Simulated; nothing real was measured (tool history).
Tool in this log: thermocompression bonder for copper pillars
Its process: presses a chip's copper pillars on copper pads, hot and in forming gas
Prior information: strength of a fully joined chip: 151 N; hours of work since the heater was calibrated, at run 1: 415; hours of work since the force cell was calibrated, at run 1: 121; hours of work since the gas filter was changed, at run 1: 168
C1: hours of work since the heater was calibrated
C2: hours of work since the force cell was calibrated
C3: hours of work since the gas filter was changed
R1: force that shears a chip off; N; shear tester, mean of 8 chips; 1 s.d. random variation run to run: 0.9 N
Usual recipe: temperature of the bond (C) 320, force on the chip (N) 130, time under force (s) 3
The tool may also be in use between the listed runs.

run 1 hour=0 | temperature_of_the_bond_(C)=320 force_on_the_chip_(N)=130 time_under_force_(s)=3 | C1=415 C2=121 C3=168 | R1=66.6
run 2 hour=10.6 | temperature_of_the_bond_(C)=302 force_on_the_chip_(N)=130 time_under_force_(s)=3 | C1=419 C2=125 C3=173 | R1=55
run 3 hour=21.3 | temperature_of_the_bond_(C)=302 force_on_the_chip_(N)=130 time_under_force_(s)=3 | C1=424 C2=130 C3=177 | R1=53.3
run 4 hour=26.6 | temperature_of_the_bond_(C)=302 force_on_the_chip_(N)=130 time_under_force_(s)=3 | C1=426 C2=132 C3=180 | R1=54.3
run 5 hour=37.5 | temperature_of_the_bond_(C)=302 force_on_the_chip_(N)=130 time_under_force_(s)=3 | C1=431 C2=137 C3=184 | R1=54.6
run 6 hour=45.4 | temperature_of_the_bond_(C)=298 force_on_the_chip_(N)=130 time_under_force_(s)=3 | C1=434 C2=140 C3=188 | R1=52.4
run 7 hour=52.9 | temperature_of_the_bond_(C)=298 force_on_the_chip_(N)=130 time_under_force_(s)=3 | C1=437 C2=144 C3=191 | R1=52.5
run 8 hour=59.1 | temperature_of_the_bond_(C)=319 force_on_the_chip_(N)=136 time_under_force_(s)=3 | C1=440 C2=146 C3=194 | R1=69
run 9 hour=65.7 | temperature_of_the_bond_(C)=337 force_on_the_chip_(N)=79 time_under_force_(s)=2 | C1=443 C2=149 C3=196 | R1=38.7
run 10 hour=72.1 | temperature_of_the_bond_(C)=337 force_on_the_chip_(N)=79 time_under_force_(s)=2 | C1=446 C2=152 C3=199 | R1=40.3
run 11 hour=83.1 | temperature_of_the_bond_(C)=320 force_on_the_chip_(N)=116 time_under_force_(s)=3 | C1=451 C2=157 C3=204 | R1=59.3
run 12 hour=91.9 | temperature_of_the_bond_(C)=320 force_on_the_chip_(N)=116 time_under_force_(s)=3 | C1=454 C2=160 C3=208 | R1=57.6
run 13 hour=96.7 | temperature_of_the_bond_(C)=320 force_on_the_chip_(N)=116 time_under_force_(s)=3 | C1=456 C2=163 C3=210 | R1=59.3
run 14 hour=101.4 | temperature_of_the_bond_(C)=320 force_on_the_chip_(N)=130 time_under_force_(s)=7 | C1=458 C2=165 C3=212 | R1=88.4

Same runs, no hidden state in the tool, same run-to-run variation:
Hidden state at play: true temperature of the bond over the reading, C; force that reaches the chip, % of what is set; oxide that the forming gas leaves, % of the face; drift of the gauge itself on shear_n, %.
run=1 R1=73.8
run=2 R1=61.7
run=3 R1=60
run=4 R1=61.2
run=5 R1=61.5
run=6 R1=59.2
run=7 R1=59.4
run=8 R1=77.3
run=9 R1=43.8
run=10 R1=45.6
run=11 R1=67.1
run=12 R1=65.4
run=13 R1=67.2
run=14 R1=98.4

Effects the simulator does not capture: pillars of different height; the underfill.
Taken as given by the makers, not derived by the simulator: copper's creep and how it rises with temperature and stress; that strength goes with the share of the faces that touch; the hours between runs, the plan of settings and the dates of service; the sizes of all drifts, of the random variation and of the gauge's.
